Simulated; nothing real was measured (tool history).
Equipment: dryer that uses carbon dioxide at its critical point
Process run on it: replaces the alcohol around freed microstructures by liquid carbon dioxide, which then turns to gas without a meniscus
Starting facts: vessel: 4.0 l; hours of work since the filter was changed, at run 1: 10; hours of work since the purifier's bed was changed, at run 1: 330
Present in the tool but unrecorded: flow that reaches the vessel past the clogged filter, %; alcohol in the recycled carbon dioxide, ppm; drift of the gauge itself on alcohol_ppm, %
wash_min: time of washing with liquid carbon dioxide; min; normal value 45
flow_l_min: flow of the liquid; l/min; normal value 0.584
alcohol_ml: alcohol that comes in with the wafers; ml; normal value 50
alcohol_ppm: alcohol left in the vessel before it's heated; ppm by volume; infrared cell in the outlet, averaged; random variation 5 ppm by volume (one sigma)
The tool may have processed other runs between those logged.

run,hour,wash_min,flow_l_min,alcohol_ml,hours of work since the filter was changed,hours of work since the purifier's bed was changed,alcohol_ppm
1,0,45,0.584,50,10,330,58
2,11.5,45,0.387,50,14,335,222
3,30,45,0.584,50,21,342,65
4,51.5,45,0.408,50,30,350,183
5,61.6,45,0.584,50,33,354,71
6,84.8,45,0.584,50,42,363,63
7,103.2,45,0.584,50,50,370,71
8,116.1,45,0.427,50,55,375,163
9,138.2,45,0.353,50,63,384,300
10,159.6,35,0.584,50,71,392,138
11,182.1,47,0.786,50,80,401,54
12,197.2,47,0.513,61,86,406,89
13,216.1,30,0.381,116,93,414,1870

Below are 5 alternative next runs, each starting from the tool's condition after run 13. Predict each:
A,235.4,30,0.381,97,101,421,?
B,235.4,30,0.381,29,101,421,?
C,235.4,46,0.381,117,101,421,?
D,235.4,45,0.653,52,101,421,?
E,235.4,51,0.678,96,101,421,?

run,alcohol_ppm
A,1609
B,510
C,481
D,64
E,56
With the hidden condition removed and each run's random variation left untouched, the same runs would have given:
run,alcohol_ppm
A,1465
B,436
C,395
D,17
E,10

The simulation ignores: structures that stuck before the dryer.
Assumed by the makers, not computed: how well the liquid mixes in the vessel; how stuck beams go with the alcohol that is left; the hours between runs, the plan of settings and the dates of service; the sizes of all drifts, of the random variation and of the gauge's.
